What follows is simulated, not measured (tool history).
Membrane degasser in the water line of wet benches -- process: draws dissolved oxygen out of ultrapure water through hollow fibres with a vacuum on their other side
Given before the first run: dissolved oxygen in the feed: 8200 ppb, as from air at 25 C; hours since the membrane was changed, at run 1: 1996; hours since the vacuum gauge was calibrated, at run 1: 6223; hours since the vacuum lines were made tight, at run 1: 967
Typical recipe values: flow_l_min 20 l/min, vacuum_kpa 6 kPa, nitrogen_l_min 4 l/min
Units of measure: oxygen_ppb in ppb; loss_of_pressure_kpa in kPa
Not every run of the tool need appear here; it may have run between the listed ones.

run    hour  flow_l_min  vacuum_kpa  nitrogen_l_min  hours since the membrane was changed  hours since the vacuum gauge was calibrated  hours since the vacuum lines were made tight  oxygen_ppb  loss_of_pressure_kpa
  1       0          20           6               4                                  1996                                         6223                                           967       241.4                 41.65
  2   117.6          20           6            4.11                                  2113                                         6340                                          1084       237.7                 41.75
  3   321.6          20           6            4.11                                  2317                                         6544                                          1288         238                 41.45
  4     528          20           6            4.11                                  2524                                         6751                                          1495       245.6                 41.59
  5   671.9          20           6            4.11                                  2668                                         6895                                          1639       241.1                 41.57
  6   799.1          20           6            7.82                                  2795                                         7022                                          1766       223.9                 41.55
  7   940.1          28           6               4                                  2936                                         7163                                          1907       432.3                 58.26
  8  1148.1          20           6            4.11                                  3144                                         7371                                          2115       246.7                 41.88
  9  1311.7          20           6               4                                  3307                                         7534                                          2278       242.4                 42.02
 10  1469.5          20           6               4                                  3465                                         7692                                          2436       246.3                 41.83
 11  1676.5          20           6               4                                  3672                                         7899                                          2643       247.4                 41.82
       1798  -- vacuum gauge calibrated
 12  1891.8          20           6               4                                  3887                                           94                                          2858       241.7                 41.93
 13  2075.4          17           6               4                                  4070                                          277                                          3041       177.9                 35.75
 14  2194.9          23       12.83            1.69                                  4190                                          397                                          3161       555.2                  48.3
 15  2416.2          16       10.62            1.74                                  4411                                          618                                          3382       291.5                 33.83
 16  2557.6          16       10.62            1.74                                  4553                                          760                                          3524         292                 33.89
 17  2779.6          15       10.62            1.74                                  4775                                          982                                          3746       264.3                 31.92
 18  2911.6          12        8.69            9.27                                  4907                                         1114                                          3878        84.2                 25.48
 19  3105.9          18        8.39            2.75                                  5101                                         1308                                          4072         260                 38.12
 20  3311.2          18        8.39            2.75                                  5306                                         1513                                          4277       253.2                 38.14
     3366.8  -- seals of the vacuum lines changed
 21  3439.7          14       10.86               4                                  5433                                         1640                                            73       160.2                 29.37
 22  3541.8          17        3.97            8.19                                  5535                                         1742                                           175       159.1                 36.09

Run 23 is up next; what results do you expect?
 23  3679.8          17        3.97            8.19                                  5673                                         1880                                           313           ?                     ?

{"run 23": {"oxygen_ppb": 158.9, "loss_of_pressure_kpa": 35.7}}
Minus the tool's unlogged condition, the same run would have read oxygen_ppb 140 ppb, loss_of_pressure_kpa 34.61 kPa.
